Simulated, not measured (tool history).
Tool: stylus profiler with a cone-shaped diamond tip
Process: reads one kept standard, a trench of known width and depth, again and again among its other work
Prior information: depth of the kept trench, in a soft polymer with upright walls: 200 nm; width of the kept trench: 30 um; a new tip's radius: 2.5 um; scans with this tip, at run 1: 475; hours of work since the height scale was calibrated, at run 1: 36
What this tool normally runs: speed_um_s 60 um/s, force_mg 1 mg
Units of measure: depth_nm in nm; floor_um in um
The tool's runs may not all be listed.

| run | day | speed_um_s | force_mg | scans with this tip | hours of work since the height scale was calibrated | depth_nm | floor_um |
|---|---|---|---|---|---|---|---|
| 1 | 0 | 60 | 1 | 475 | 36 | 201.65 | 27.7 |
| 2 | 1.846 | 60 | 1 | 784 | 59 | 201.68 | 27.73 |
| 3 | 6.288 | 60 | 1 | 1527 | 116 | 201.72 | 27.66 |
| 4 | 8.779 | 60 | 1.57 | 1944 | 147 | 202.32 | 27.7 |
| 5 | 12.479 | 60 | 1.57 | 2563 | 194 | 202.35 | 27.6 |
| 6 | 14.662 | 60 | 1.57 | 2929 | 222 | 202.32 | 27.61 |
| 7 | 16.721 | 60 | 1 | 3273 | 248 | 201.81 | 27.51 |
| 8 | 20.896 | 60 | 1 | 3971 | 301 | 201.76 | 27.46 |
| 9 | 24.638 | 60 | 1 | 4597 | 348 | 201.73 | 27.41 |
| 10 | 28.375 | 18 | 1 | 5223 | 395 | 201.79 | 27.53 |
| 11 | 31.346 | 18 | 1 | 5720 | 433 | 201.78 | 27.55 |
| 12 | 34.404 | 193 | 1 | 6232 | 472 | 201.84 | 26.69 |
| 13 | 38.642 | 133 | 1 | 6941 | 525 | 201.87 | 26.89 |
| 14 | 43.067 | 60 | 1 | 7682 | 581 | 201.87 | 27.2 |
| 15 | 47.183 | 60 | 1 | 8370 | 633 | 201.79 | 27.17 |
| 16 | 49.633 | 60 | 1 | 8780 | 664 | 201.92 | 27.16 |
| 17 | 53.55 | 60 | 1 | 9436 | 714 | 201.9 | 27.11 |
| 18 | 56.742 | 60 | 2.37 | 9969 | 754 | 203.17 | 27.13 |
| 19 | 58.742 | 17 | 1 | 10304 | 780 | 201.97 | 27.29 |
| 20 | 62.383 | 60 | 0.52 | 10913 | 826 | 201.39 | 26.91 |
| 21 | 64.312 | 16 | 0.52 | 11236 | 850 | 201.31 | 27.22 |
| 22 | 66.925 | 60 | 1 | 11674 | 883 | 201.92 | 27.01 |
|  | 67.158 | height scale calibrated on a step standard |
| 23 | 70.054 | 60 | 1.6 | 12194 | 37 | 202.34 | 27.03 |
| 24 | 73.171 | 71 | 0.81 | 12715 | 76 | 201.61 | 26.82 |
| 25 | 75.421 | 38 | 0.81 | 13091 | 105 | 201.7 | 27.01 |
| 26 | 79.842 | 131 | 0.81 | 13831 | 161 | 201.56 | 26.44 |
| 27 | 82.3 | 60 | 0.93 | 14243 | 192 | 201.61 | 26.84 |
| 28 | 84.142 | 19 | 1.69 | 14551 | 215 | 202.48 | 27.02 |
| 29 | 87.738 | 19 | 1.69 | 15153 | 261 | 202.48 | 27.06 |
| 30 | 89.542 | 19 | 1.69 | 15454 | 283 | 202.57 | 26.97 |

The next listed run, before its measurement:
| 31 | 92.508 | 118 | 1.05 | 15951 | 321 | ? | ? |

{"run 31": {"depth_nm": 201.91, "floor_um": 26.51}}
Had the tool carried no hidden state, the very same run would have given depth_nm 201.73 nm, floor_um 27.51 um.

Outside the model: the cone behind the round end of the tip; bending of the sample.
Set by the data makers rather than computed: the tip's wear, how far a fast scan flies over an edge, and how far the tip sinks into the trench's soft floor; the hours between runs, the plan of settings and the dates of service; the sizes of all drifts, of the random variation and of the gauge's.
